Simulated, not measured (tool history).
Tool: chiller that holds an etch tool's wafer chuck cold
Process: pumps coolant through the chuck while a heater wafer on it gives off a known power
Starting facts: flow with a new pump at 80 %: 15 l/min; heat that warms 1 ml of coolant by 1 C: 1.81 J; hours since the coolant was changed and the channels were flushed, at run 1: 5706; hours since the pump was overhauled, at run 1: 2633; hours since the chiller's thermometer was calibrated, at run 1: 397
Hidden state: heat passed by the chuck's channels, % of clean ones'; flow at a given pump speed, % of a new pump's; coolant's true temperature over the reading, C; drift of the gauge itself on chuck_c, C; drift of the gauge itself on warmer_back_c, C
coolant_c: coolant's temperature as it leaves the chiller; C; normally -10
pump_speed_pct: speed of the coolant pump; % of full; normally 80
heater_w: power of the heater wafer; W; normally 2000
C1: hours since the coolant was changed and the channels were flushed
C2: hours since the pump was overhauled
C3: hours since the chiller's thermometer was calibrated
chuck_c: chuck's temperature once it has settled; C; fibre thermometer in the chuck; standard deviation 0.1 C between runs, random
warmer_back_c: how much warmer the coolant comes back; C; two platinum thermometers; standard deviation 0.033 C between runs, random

run 1 day=0 | coolant_c=-10 pump_speed_pct=80 heater_w=2000 | C1=5706 C2=2633 C3=397 | chuck_c=3.8 warmer_back_c=4.59
run 2 day=1.583 | coolant_c=-10 pump_speed_pct=80 heater_w=2000 | C1=5744 C2=2671 C3=435 | chuck_c=3.5 warmer_back_c=4.63
run 3 day=3.204 | coolant_c=-10 pump_speed_pct=80 heater_w=2000 | C1=5783 C2=2710 C3=474 | chuck_c=3.8 warmer_back_c=4.6
run 4 day=5.829 | coolant_c=-10 pump_speed_pct=80 heater_w=2000 | C1=5846 C2=2773 C3=537 | chuck_c=3.5 warmer_back_c=4.67
run 5 day=7.796 | coolant_c=-10 pump_speed_pct=80 heater_w=2000 | C1=5893 C2=2820 C3=584 | chuck_c=3.6 warmer_back_c=4.64
run 6 day=9.417 | coolant_c=-18 pump_speed_pct=80 heater_w=2000 | C1=5932 C2=2859 C3=623 | chuck_c=-4.4 warmer_back_c=4.58
run 7 day=11.55 | coolant_c=-10 pump_speed_pct=80 heater_w=1672 | C1=5983 C2=2911 C3=674 | chuck_c=1.2 warmer_back_c=3.9
run 8 day=12.942 | coolant_c=-13 pump_speed_pct=80 heater_w=1672 | C1=6017 C2=2944 C3=708 | chuck_c=-1.5 warmer_back_c=3.88
run 9 day=15.7 | coolant_c=-13 pump_speed_pct=80 heater_w=1672 | C1=6083 C2=3010 C3=774 | chuck_c=-1.5 warmer_back_c=3.89
run 10 day=18.083 | coolant_c=-10 pump_speed_pct=80 heater_w=2000 | C1=6140 C2=3067 C3=831 | chuck_c=3.7 warmer_back_c=4.62
run 11 day=20.654 | coolant_c=-10 pump_speed_pct=80 heater_w=2000 | C1=6202 C2=3129 C3=893 | chuck_c=3.8 warmer_back_c=4.63
run 12 day=22.592 | coolant_c=-10 pump_speed_pct=80 heater_w=2000 | C1=6248 C2=3175 C3=939 | chuck_c=3.9 warmer_back_c=4.6
run 13 day=25.438 | coolant_c=-10 pump_speed_pct=72 heater_w=2000 | C1=6317 C2=3244 C3=1007 | chuck_c=5.3 warmer_back_c=5.14
run 14 day=28.05 | coolant_c=-10 pump_speed_pct=80 heater_w=2000 | C1=6379 C2=3306 C3=1070 | chuck_c=3.6 warmer_back_c=4.65
run 15 day=30.683 | coolant_c=-5 pump_speed_pct=80 heater_w=2000 | C1=6442 C2=3370 C3=1133 | chuck_c=8.8 warmer_back_c=4.6
run 16 day=31.904 | coolant_c=-10 pump_speed_pct=80 heater_w=2000 | C1=6472 C2=3399 C3=1163 | chuck_c=3.7 warmer_back_c=4.67
run 17 day=33.629 | coolant_c=-9 pump_speed_pct=84 heater_w=2000 | C1=6513 C2=3440 C3=1204 | chuck_c=4.1 warmer_back_c=4.39
run 18 day=34.871 | coolant_c=-9 pump_speed_pct=83 heater_w=2000 | C1=6543 C2=3470 C3=1234 | chuck_c=4.3 warmer_back_c=4.48
run 19 day=36.129 | coolant_c=-9 pump_speed_pct=83 heater_w=2000 | C1=6573 C2=3500 C3=1264 | chuck_c=4.3 warmer_back_c=4.53
run 20 day=38.858 | coolant_c=-9 pump_speed_pct=83 heater_w=2000 | C1=6639 C2=3566 C3=1330 | chuck_c=4.3 warmer_back_c=4.47
run 21 day=40.412 | coolant_c=-19 pump_speed_pct=72 heater_w=2050 | C1=6676 C2=3603 C3=1367 | chuck_c=-3.2 warmer_back_c=5.34
run 22 day=43.042 | coolant_c=-19 pump_speed_pct=71 heater_w=1966 | C1=6739 C2=3666 C3=1430 | chuck_c=-3.7 warmer_back_c=5.2
run 23 day=45.492 | coolant_c=-10 pump_speed_pct=72 heater_w=1088 | C1=6798 C2=3725 C3=1489 | chuck_c=-1.5 warmer_back_c=2.83
run 24 day=46.871 | coolant_c=-10 pump_speed_pct=80 heater_w=1860 | C1=6831 C2=3758 C3=1522 | chuck_c=2.9 warmer_back_c=4.33
run 25 day=48.762 | coolant_c=-10 pump_speed_pct=80 heater_w=1860 | C1=6876 C2=3804 C3=1567 | chuck_c=2.8 warmer_back_c=4.32
run 26 day=50.075 | coolant_c=-10 pump_speed_pct=82 heater_w=1706 | C1=6908 C2=3835 C3=1599 | chuck_c=1.4 warmer_back_c=3.92
run 27 day=51.912 | coolant_c=-10 pump_speed_pct=82 heater_w=1706 | C1=6952 C2=3879 C3=1643 | chuck_c=1.6 warmer_back_c=3.89
run 28 day=54.421 | coolant_c=-2 pump_speed_pct=60 heater_w=2142 | C1=7012 C2=3939 C3=1703 | chuck_c=17.7 warmer_back_c=6.77
run 29 day=55.629 | coolant_c=-19 pump_speed_pct=83 heater_w=2908 | C1=7041 C2=3968 C3=1732 | chuck_c=0.4 warmer_back_c=6.51
run 30 day=57.971 | coolant_c=-10 pump_speed_pct=98 heater_w=2483 | C1=7097 C2=4025 C3=1788 | chuck_c=4.3 warmer_back_c=4.7
run 31 day=59.221 | coolant_c=-10 pump_speed_pct=62 heater_w=2483 | C1=7127 C2=4055 C3=1818 | chuck_c=12.3 warmer_back_c=7.66
run 32 day=61.754 | coolant_c=-10 pump_speed_pct=62 heater_w=2483 | C1=7188 C2=4115 C3=1879 | chuck_c=12.4 warmer_back_c=7.7

Subtracting, for every run, the result it would have given without the tool's unlogged condition from the measured result gives the following. The same run-to-run variation enters both numbers; the gauge's scatter may not:
run=1 chuck_c=+1.4 warmer_back_c=+0.19
run=2 chuck_c=+1.4 warmer_back_c=+0.2
run=3 chuck_c=+1.4 warmer_back_c=+0.2
run=4 chuck_c=+1.4 warmer_back_c=+0.2
run=5 chuck_c=+1.4 warmer_back_c=+0.21
run=6 chuck_c=+1.4 warmer_back_c=+0.2
run=7 chuck_c=+1.2 warmer_back_c=+0.18
run=8 chuck_c=+1.2 warmer_back_c=+0.18
run=9 chuck_c=+1.2 warmer_back_c=+0.18
run=10 chuck_c=+1.5 warmer_back_c=+0.22
run=11 chuck_c=+1.5 warmer_back_c=+0.22
run=12 chuck_c=+1.6 warmer_back_c=+0.23
run=13 chuck_c=+1.7 warmer_back_c=+0.25
run=14 chuck_c=+1.5 warmer_back_c=+0.24
run=15 chuck_c=+1.6 warmer_back_c=+0.24
run=16 chuck_c=+1.5 warmer_back_c=+0.24
run=17 chuck_c=+1.5 warmer_back_c=+0.23
run=18 chuck_c=+1.5 warmer_back_c=+0.24
run=19 chuck_c=+1.6 warmer_back_c=+0.24
run=20 chuck_c=+1.6 warmer_back_c=+0.24
run=21 chuck_c=+1.9 warmer_back_c=+0.3
run=22 chuck_c=+1.9 warmer_back_c=+0.29
run=23 chuck_c=+0.9 warmer_back_c=+0.16
run=24 chuck_c=+1.5 warmer_back_c=+0.24
run=25 chuck_c=+1.6 warmer_back_c=+0.25
run=26 chuck_c=+1.3 warmer_back_c=+0.22
run=27 chuck_c=+1.4 warmer_back_c=+0.23
run=28 chuck_c=+2.5 warmer_back_c=+0.4
run=29 chuck_c=+2.5 warmer_back_c=+0.39
run=30 chuck_c=+1.8 warmer_back_c=+0.29
run=31 chuck_c=+2.9 warmer_back_c=+0.47
run=32 chuck_c=+3 warmer_back_c=+0.47

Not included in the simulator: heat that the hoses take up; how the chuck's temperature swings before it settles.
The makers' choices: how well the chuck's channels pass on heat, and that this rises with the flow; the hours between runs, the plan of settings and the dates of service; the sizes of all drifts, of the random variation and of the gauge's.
